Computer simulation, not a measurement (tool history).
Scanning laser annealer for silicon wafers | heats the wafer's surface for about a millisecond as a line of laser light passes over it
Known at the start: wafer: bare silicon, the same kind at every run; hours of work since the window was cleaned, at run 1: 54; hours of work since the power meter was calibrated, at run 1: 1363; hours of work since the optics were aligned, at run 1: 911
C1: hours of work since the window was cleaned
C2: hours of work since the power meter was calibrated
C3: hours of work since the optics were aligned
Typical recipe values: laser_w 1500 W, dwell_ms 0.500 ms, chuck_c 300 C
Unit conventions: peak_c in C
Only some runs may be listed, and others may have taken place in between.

Run 1, day 0.000: usual settings; C1 54; C2 1363; C3 911. Result: peak_c 1083 C.
Run 2, day 3.283: usual settings; C1 89; C2 1398; C3 946. Result: peak_c 1086 C.
Run 3, day 5.483: usual settings but laser_w 1409 W; C1 112; C2 1421; C3 969. Result: peak_c 1024 C.
Run 4, day 7.083: usual settings but laser_w 1409 W; C1 129; C2 1438; C3 986. Result: peak_c 1019 C.
Run 5, day 8.704: usual settings but laser_w 1409 W; C1 146; C2 1455; C3 1003. Result: peak_c 1019 C.
Run 6, day 11.196: usual settings but laser_w 1409 W; C1 172; C2 1481; C3 1029. Result: peak_c 1011 C.
Run 7, day 14.429: usual settings but laser_w 1409 W; C1 206; C2 1515; C3 1063. Result: peak_c 1013 C.
Run 8, day 17.071: usual settings but dwell_ms 0.479 ms; C1 234; C2 1543; C3 1091. Result: peak_c 1043 C.
Run 9, day 19.292: usual settings; C1 257; C2 1566; C3 1114. Result: peak_c 1056 C.
Run 10, day 22.312: usual settings but laser_w 1356 W, dwell_ms 0.363 ms, chuck_c 277 C; C1 289; C2 1598; C3 1146. Result: peak_c 857 C.
At day 25.000: optics aligned, line set to its width.
Run 11, day 25.675: usual settings but laser_w 1356 W, dwell_ms 0.363 ms, chuck_c 277 C; C1 322; C2 1631; C3 7. Result: peak_c 857 C.
At day 25.917: window over the wafer cleaned.
Run 12, day 27.971: usual settings but laser_w 1356 W, dwell_ms 0.363 ms, chuck_c 277 C; C1 22; C2 1654; C3 30. Result: peak_c 891 C.
Run 13, day 30.208: usual settings but chuck_c 292 C; C1 45; C2 1678; C3 54. Result: peak_c 1076 C.
Run 14, day 33.650: usual settings but chuck_c 292 C; C1 81; C2 1714; C3 90. Result: peak_c 1075 C.
Run 15, day 35.871: usual settings but laser_w 1313 W, chuck_c 307 C; C1 105; C2 1737; C3 113. Result: peak_c 976 C.
Run 16, day 39.375: usual settings but chuck_c 277 C; C1 141; C2 1774; C3 150. Result: peak_c 1050 C.
Run 17, day 41.250: usual settings but laser_w 1403 W, dwell_ms 0.488 ms, chuck_c 277 C; C1 161; C2 1794; C3 170. Result: peak_c 984 C.

Below are 3 alternative next runs, each starting from the tool's condition after run 17. Predict each:
Run A, day 43.446: usual settings but dwell_ms 0.550 ms; C1 184; C2 1817; C3 193. Result: peak_c ?.
Run B, day 43.446: usual settings but laser_w 1337 W, dwell_ms 0.488 ms, chuck_c 267 C; C1 184; C2 1817; C3 193. Result: peak_c ?.
Run C, day 43.446: usual settings but laser_w 1403 W, dwell_ms 0.588 ms, chuck_c 277 C; C1 184; C2 1817; C3 193. Result: peak_c ?.

run  peak_c
  A    1100
  B     937
  C    1045
Take away the tool's hidden state, keep each run's random variation, and the runs would have read:
run  peak_c
  A    1123
  B     957
  C    1068

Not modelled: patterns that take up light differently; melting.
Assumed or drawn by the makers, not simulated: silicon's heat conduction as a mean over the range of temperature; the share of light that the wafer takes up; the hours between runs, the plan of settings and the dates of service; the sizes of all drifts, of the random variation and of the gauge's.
